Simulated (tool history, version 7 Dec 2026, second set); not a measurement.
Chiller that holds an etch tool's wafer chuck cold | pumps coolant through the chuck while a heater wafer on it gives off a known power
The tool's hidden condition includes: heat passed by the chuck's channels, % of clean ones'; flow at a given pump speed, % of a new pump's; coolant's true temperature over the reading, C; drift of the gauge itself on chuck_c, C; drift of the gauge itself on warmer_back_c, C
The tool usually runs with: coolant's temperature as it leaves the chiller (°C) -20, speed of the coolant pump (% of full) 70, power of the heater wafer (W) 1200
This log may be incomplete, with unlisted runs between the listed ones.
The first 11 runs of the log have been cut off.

run	day	coolant's temperature as it leaves the chiller (°C)	speed of the coolant pump (% of full)	power of the heater wafer (W)	hours since the coolant was changed and the channels were flushed	hours since the pump was overhauled	hours since the chiller's thermometer was calibrated	chuck's temperature once it has settled (°C)	how much warmer the coolant comes back (C)
12	54.321	-20	70	1294	4172	5504	567	-0.3	5.06
13	57.354	-20	70	1294	4244	5577	640	-0.3	5.09
14	61.679	-20	70	1294	4348	5681	744	-0.2	5
15	67.612	-25	70	1200	4491	5823	886	-6.7	4.66
16	72.304	-25	70	1200	4603	5936	999	-6.5	4.69
17	75.517	-13	70	727	4680	6013	1076	-1.7	2.84
18	80.796	-13	70	727	4807	6140	1202	-1.8	2.9
19	86.525	-26	61	1220	4945	6277	1340	-4.5	5.51
20	92.454	-26	61	1220	5087	6419	1482	-4.4	5.48
21	97.346	-26	80	1605	5204	6537	1600	-3.4	5.56
22	102.258	-26	80	1605	5322	6655	1718	-3.4	5.63
23	109.267	-12	67	1118	5490	6823	1886	6.6	4.63
24	116.558	-28	61	1200	5665	6998	2061	-6.4	5.48
# day 118.804: coolant changed, channels flushed
25	121.112	-22	61	1624	55	7101	2164	3.9	7.47
26	124.304	-22	61	1624	132	7178	2241	3.9	7.36
27	129.975	-22	73	602	268	7314	2377	-13.7	2.34
# day 132.512: chiller's thermometer calibrated
28	136.188	-17	79	833	416	7462	88	-6.2	3.01
29	142.383	-19	70	620	565	7611	237	-10	2.5

What does the tool deliver on the next run?
30	148.133	-18	70	1226	703	7749	375	?	?

chuck's temperature once it has settled (°C): 0.1
how much warmer the coolant comes back (C): 4.96
Take away the tool's hidden state, keep the run-to-run variation as it was, and the same run would have given chuck's temperature once it has settled (°C) -2.1, how much warmer the coolant comes back (C) 4.36.
